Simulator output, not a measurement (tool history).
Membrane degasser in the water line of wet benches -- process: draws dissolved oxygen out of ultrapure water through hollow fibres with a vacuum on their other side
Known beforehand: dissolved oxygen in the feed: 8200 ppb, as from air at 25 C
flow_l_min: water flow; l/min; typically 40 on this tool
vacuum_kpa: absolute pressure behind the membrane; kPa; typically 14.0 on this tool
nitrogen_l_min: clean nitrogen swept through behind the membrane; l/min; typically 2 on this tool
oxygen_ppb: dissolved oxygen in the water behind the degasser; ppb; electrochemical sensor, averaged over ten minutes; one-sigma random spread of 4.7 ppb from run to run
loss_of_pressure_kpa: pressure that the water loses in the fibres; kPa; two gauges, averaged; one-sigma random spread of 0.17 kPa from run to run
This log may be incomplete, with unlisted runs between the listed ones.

run 1 hour=0.0 | flow_l_min=40 vacuum_kpa=14.0 nitrogen_l_min=2 | oxygen_ppb=556.2 loss_of_pressure_kpa=26.36
run 2 hour=82.7 | flow_l_min=40 vacuum_kpa=14.0 nitrogen_l_min=2 | oxygen_ppb=544.5 loss_of_pressure_kpa=26.15
run 3 hour=203.9 | flow_l_min=62 vacuum_kpa=14.0 nitrogen_l_min=2 | oxygen_ppb=864.5 loss_of_pressure_kpa=41.37
run 4 hour=283.0 | flow_l_min=40 vacuum_kpa=14.0 nitrogen_l_min=2 | oxygen_ppb=550.8 loss_of_pressure_kpa=26.31
run 5 hour=351.1 | flow_l_min=40 vacuum_kpa=14.0 nitrogen_l_min=2 | oxygen_ppb=550.4 loss_of_pressure_kpa=26.12
run 6 hour=471.5 | flow_l_min=40 vacuum_kpa=14.0 nitrogen_l_min=2 | oxygen_ppb=562.2 loss_of_pressure_kpa=26.10

Run 7 has not been measured yet. What should we expect?
run 7 hour=550.1 | flow_l_min=40 vacuum_kpa=11.6 nitrogen_l_min=2 | oxygen_ppb=? loss_of_pressure_kpa=?

{"run 7": {"oxygen_ppb": 459.9, "loss_of_pressure_kpa": 26.66}}
Were there no unlogged condition in the tool, this run, its random variation unchanged, would have produced oxygen_ppb 452.7 ppb, loss_of_pressure_kpa 26.25 kPa.
